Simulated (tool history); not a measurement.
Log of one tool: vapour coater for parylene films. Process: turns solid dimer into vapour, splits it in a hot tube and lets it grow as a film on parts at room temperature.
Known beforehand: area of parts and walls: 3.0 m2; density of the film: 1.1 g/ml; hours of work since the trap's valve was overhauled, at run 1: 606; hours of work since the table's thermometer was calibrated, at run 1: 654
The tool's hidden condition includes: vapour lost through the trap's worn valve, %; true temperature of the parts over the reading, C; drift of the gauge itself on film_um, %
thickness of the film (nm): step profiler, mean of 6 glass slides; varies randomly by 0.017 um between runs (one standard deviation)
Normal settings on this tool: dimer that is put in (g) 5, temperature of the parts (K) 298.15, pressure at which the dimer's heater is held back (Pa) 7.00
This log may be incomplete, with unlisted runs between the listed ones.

run    hour  dimer that is put in (g)  temperature of the parts (K)  pressure at which the dimer's heater is held back (Pa)  hours of work since the trap's valve was overhauled  hours of work since the table's thermometer was calibrated  thickness of the film (nm)
  1     0.0                         5                        298.15                                                    7.00                                                  606                                                         654                         800
  2    32.7                         5                        298.15                                                    8.46                                                  625                                                         673                         750
  3    56.0                         5                        298.15                                                    8.46                                                  638                                                         686                         760
  4    83.2                         7                        298.15                                                    8.46                                                  654                                                         702                        1080
  5    99.7                         7                        298.15                                                    8.46                                                  663                                                         711                        1080
  6   127.6                         7                        298.15                                                    8.46                                                  679                                                         727                        1070
      144.6  -- trap's valve overhauled
  7   162.4                         7                        298.15                                                    8.46                                                   10                                                         745                        1090
  8   192.0                         5                        298.15                                                    5.11                                                   27                                                         761                         860
  9   220.5                         5                        298.15                                                    5.11                                                   43                                                         778                         820
 10   243.9                         5                        298.15                                                    5.11                                                   57                                                         791                         810
 11   276.7                         5                        298.15                                                    7.00                                                   75                                                         810                         800
 12   305.8                         5                        298.15                                                    7.00                                                   92                                                         826                         820
 13   332.9                         8                        298.15                                                    7.00                                                  107                                                         842                        1300
 14   365.9                         5                        309.15                                                    7.00                                                  126                                                         861                         500
 15   392.0                         3                        298.15                                                    7.00                                                  141                                                         875                         480
 16   410.3                         3                        298.15                                                    7.00                                                  152                                                         886                         480
 17   431.3                         3                        298.15                                                    7.00                                                  164                                                         898                         490
 18   461.9                         3                        298.15                                                    7.00                                                  181                                                         915                         490
 19   487.6                         3                        298.15                                                    7.00                                                  196                                                         930                         480
 20   520.1                         3                        298.15                                                    7.00                                                  214                                                         949                         470
 21   549.7                         3                        298.15                                                    7.00                                                  231                                                         965                         440
 22   566.1                         5                        301.15                                                    7.00                                                  240                                                         975                         690
 23   596.8                         5                        301.15                                                    7.00                                                  258                                                         992                         710
 24   628.8                         5                        293.15                                                    7.00                                                  276                                                        1010                         970
 25   653.8                         5                        293.15                                                    7.00                                                  290                                                        1025                         990
 26   668.8                         5                        291.15                                                    2.09                                                  299                                                        1033                        1270
 27   689.9                         5                        301.15                                                    2.08                                                  311                                                        1045                         870
 28   707.5                         5                        293.15                                                    3.94                                                  321                                                        1055                        1060
 29   728.0                         5                        293.15                                                    3.94                                                  333                                                        1067                        1050
 30   752.7                         5                        302.15                                                    9.84                                                  347                                                        1081                         650
 31   778.8                         5                        302.15                                                    9.84                                                  362                                                        1096                         660
 32   803.7                         3                        306.15                                                    7.27                                                  376                                                        1110                         350
 33   837.4                         5                        298.15                                                    2.31                                                  395                                                        1129                         960
 34   851.9                         5                        298.15                                                    2.31                                                  403                                                        1138                         960
 35   874.3                         5                        298.15                                                    9.72                                                  416                                                        1150                         790
 36   897.0                         4                        307.15                                                    9.00                                                  429                                                        1163                         440
 37   922.7                         2                        298.15                                                    9.80                                                  444                                                        1178                         350
 38   944.6                         4                        294.15                                                    2.82                                                  456                                                        1191                         900
 39   963.9                         4                        294.15                                                    2.82                                                  467                                                        1202                         850
 40   987.8                         4                        294.15                                                    2.82                                                  481                                                        1215                         870
 41  1004.1                         8                        291.15                                                    2.84                                                  490                                                        1224                        1920
 42  1023.0                         8                        291.15                                                    2.84                                                  501                                                        1235                        1940
 43  1051.4                         4                        298.15                                                    3.25                                                  517                                                        1251                         720
 44  1081.2                         4                        298.15                                                    3.25                                                  534                                                        1268                         720
 45  1098.4                         4                        298.15                                                    3.25                                                  544                                                        1278                         720
 46  1122.9                         4                        298.15                                                    3.25                                                  558                                                        1292                         740
 47  1152.5                         5                        298.15                                                    4.84                                                  575                                                        1309                         870

4 options for the next run, each taken on its own from the tool as it stands now. Forecast them:
  A  1181.1                         4                        298.15                                                    3.02                                                  591                                                        1325                           ?
  B  1181.1                         2                        291.15                                                    4.64                                                  591                                                        1325                           ?
  C  1181.1                         3                        292.15                                                    7.09                                                  591                                                        1325                           ?
  D  1181.1                         6                        298.15                                                    2.74                                                  591                                                        1325                           ?

run  thickness of the film (nm)
  A                         710
  B                         440
  C                         610
  D                        1090
With the hidden condition removed and each run's random variation left untouched, the same runs would have given:
run  thickness of the film (nm)
  A                         710
  B                         440
  C                         610
  D                        1090
